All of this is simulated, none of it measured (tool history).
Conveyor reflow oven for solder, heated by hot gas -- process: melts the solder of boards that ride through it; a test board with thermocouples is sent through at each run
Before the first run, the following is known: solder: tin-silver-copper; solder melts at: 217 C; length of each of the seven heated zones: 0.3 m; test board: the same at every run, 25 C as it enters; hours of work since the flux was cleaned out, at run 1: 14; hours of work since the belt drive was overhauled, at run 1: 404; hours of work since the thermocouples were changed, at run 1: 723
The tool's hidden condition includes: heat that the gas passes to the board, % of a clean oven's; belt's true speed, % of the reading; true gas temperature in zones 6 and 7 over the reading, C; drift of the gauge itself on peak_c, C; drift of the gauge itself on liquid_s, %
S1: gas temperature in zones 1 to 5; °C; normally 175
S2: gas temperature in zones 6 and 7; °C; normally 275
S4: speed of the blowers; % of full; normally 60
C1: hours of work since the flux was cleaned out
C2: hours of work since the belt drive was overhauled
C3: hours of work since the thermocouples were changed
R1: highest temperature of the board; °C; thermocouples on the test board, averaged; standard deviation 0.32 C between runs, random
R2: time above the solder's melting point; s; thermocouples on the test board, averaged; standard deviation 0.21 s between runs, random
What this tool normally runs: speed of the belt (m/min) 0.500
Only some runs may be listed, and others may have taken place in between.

Run 1, hour 0.0: usual settings; C1 14; C2 404; C3 723. Result: R1 254.9 °C, R2 55.7 s.
Run 2, hour 28.7: usual settings but S4 56 % of full; C1 31; C2 421; C3 739. Result: R1 253.9 °C, R2 54.8 s.
Run 3, hour 60.8: usual settings; C1 49; C2 439; C3 757. Result: R1 256.3 °C, R2 55.6 s.
Run 4, hour 97.9: usual settings; C1 70; C2 460; C3 778. Result: R1 255.7 °C, R2 55.6 s.
Run 5, hour 134.0: usual settings; C1 91; C2 480; C3 799. Result: R1 255.9 °C, R2 55.5 s.
Run 6, hour 192.8: usual settings but S1 183 °C; C1 124; C2 514; C3 832. Result: R1 257.5 °C, R2 59.5 s.
Run 7, hour 238.5: usual settings but S1 183 °C, speed of the belt (m/min) 0.567; C1 150; C2 540; C3 858. Result: R1 252.7 °C, R2 49.2 s.
Run 8, hour 270.9: usual settings but S1 183 °C, speed of the belt (m/min) 0.567; C1 168; C2 558; C3 877. Result: R1 252.5 °C, R2 48.7 s.
Run 9, hour 305.1: usual settings; C1 188; C2 578; C3 896. Result: R1 255.3 °C, R2 55.4 s.
Run 10, hour 357.8: usual settings; C1 218; C2 608; C3 926. Result: R1 256.2 °C, R2 55.5 s.
Run 11, hour 393.1: usual settings; C1 238; C2 628; C3 946. Result: R1 255.5 °C, R2 56.0 s.
At hour 432.8: flux residue cleaned out of gas plates and filters.
Run 12, hour 441.3: usual settings; C1 5; C2 652; C3 971. Result: R1 255.3 °C, R2 55.7 s.
Run 13, hour 487.4: usual settings but S4 86 % of full; C1 31; C2 678; C3 997. Result: R1 261.4 °C, R2 59.8 s.
Run 14, hour 539.8: usual settings but S4 58 % of full; C1 61; C2 708; C3 1027. Result: R1 254.6 °C, R2 55.0 s.
At hour 578.1: belt drive overhauled, speed set with a stopwatch.
Run 15, hour 599.9: usual settings but S4 58 % of full; C1 93; C2 12; C3 1058. Result: R1 255.1 °C, R2 55.5 s.
Run 16, hour 655.0: usual settings but S4 58 % of full; C1 124; C2 44; C3 1090. Result: R1 255.2 °C, R2 55.1 s.
Run 17, hour 709.6: usual settings but S2 276 °C, speed of the belt (m/min) 0.562, S4 89 % of full; C1 155; C2 75; C3 1121. Result: R1 258.8 °C, R2 52.1 s.
Run 18, hour 745.6: usual settings but S1 188 °C, S2 279 °C; C1 175; C2 95; C3 1141. Result: R1 261.7 °C, R2 63.9 s.
Run 19, hour 798.1: usual settings but S2 277 °C, speed of the belt (m/min) 0.516, S4 89 % of full; C1 205; C2 125; C3 1171. Result: R1 262.3 °C, R2 58.7 s.
Run 20, hour 823.2: usual settings but S2 277 °C, speed of the belt (m/min) 0.516, S4 89 % of full; C1 219; C2 139; C3 1185. Result: R1 261.7 °C, R2 58.5 s.
At hour 834.4: thermocouples of zones 6 and 7 changed.
Run 21, hour 865.1: usual settings but S1 178 °C, S2 288 °C, speed of the belt (m/min) 0.516, S4 66 % of full; C1 242; C2 162; C3 17. Result: R1 268.2 °C, R2 61.6 s.
At hour 895.8: flux residue cleaned out of gas plates and filters.
Run 22, hour 902.9: usual settings but S1 178 °C, S2 288 °C, speed of the belt (m/min) 0.516, S4 66 % of full; C1 4; C2 180; C3 36. Result: R1 268.5 °C, R2 61.3 s.
Run 23, hour 931.1: usual settings but S1 178 °C, S2 288 °C, speed of the belt (m/min) 0.536, S4 59 % of full; C1 20; C2 196; C3 52. Result: R1 264.4 °C, R2 57.2 s.
Run 24, hour 957.2: usual settings but speed of the belt (m/min) 0.462; C1 35; C2 211; C3 67. Result: R1 258.5 °C, R2 62.4 s.
Run 25, hour 1010.9: usual settings but S2 268 °C, speed of the belt (m/min) 0.436, S4 59 % of full; C1 65; C2 242; C3 97. Result: R1 253.8 °C, R2 63.3 s.
Run 26, hour 1042.9: usual settings but S1 187 °C, S2 276 °C, speed of the belt (m/min) 0.596, S4 56 % of full; C1 84; C2 260; C3 116. Result: R1 251.4 °C, R2 46.4 s.
Run 27, hour 1101.3: usual settings but S1 187 °C, S2 276 °C, speed of the belt (m/min) 0.596, S4 56 % of full; C1 117; C2 293; C3 149. Result: R1 251.0 °C, R2 46.6 s.
Run 28, hour 1131.7: usual settings but S1 187 °C, S2 276 °C, speed of the belt (m/min) 0.596, S4 56 % of full; C1 134; C2 310; C3 166. Result: R1 251.5 °C, R2 46.5 s.
Run 29, hour 1165.1: usual settings but S1 164 °C, S2 283 °C, speed of the belt (m/min) 0.596, S4 56 % of full; C1 153; C2 329; C3 185. Result: R1 251.3 °C, R2 39.4 s.
Run 30, hour 1218.3: usual settings but S2 281 °C; C1 183; C2 360; C3 215. Result: R1 261.0 °C, R2 58.5 s.
Run 31, hour 1270.2: usual settings but S2 281 °C, speed of the belt (m/min) 0.599, S4 52 % of full; C1 213; C2 389; C3 245. Result: R1 250.1 °C, R2 41.4 s.

Consider 3 possible next runs. They are alternatives, not a sequence: every one starts from the tool as it was left by run 31. What does each give?
Run A, hour 1316.0: usual settings but S2 276 °C, speed of the belt (m/min) 0.458, S4 90 % of full; C1 239; C2 415; C3 271. Result: R1 ?, R2 ?.
Run B, hour 1316.0: usual settings but S2 265 °C; C1 239; C2 415; C3 271. Result: R1 ?, R2 ?.
Run C, hour 1316.0: usual settings but S4 72 % of full; C1 239; C2 415; C3 271. Result: R1 ?, R2 ?.

run     R1    R2
  A  265.2  68.3
  B  246.8  49.8
  C  258.5  57.7
With the hidden condition removed and each run's random variation left untouched, the same runs would have given:
run     R1    R2
  A  265.2  68.3
  B  246.9  49.8
  C  258.6  57.7
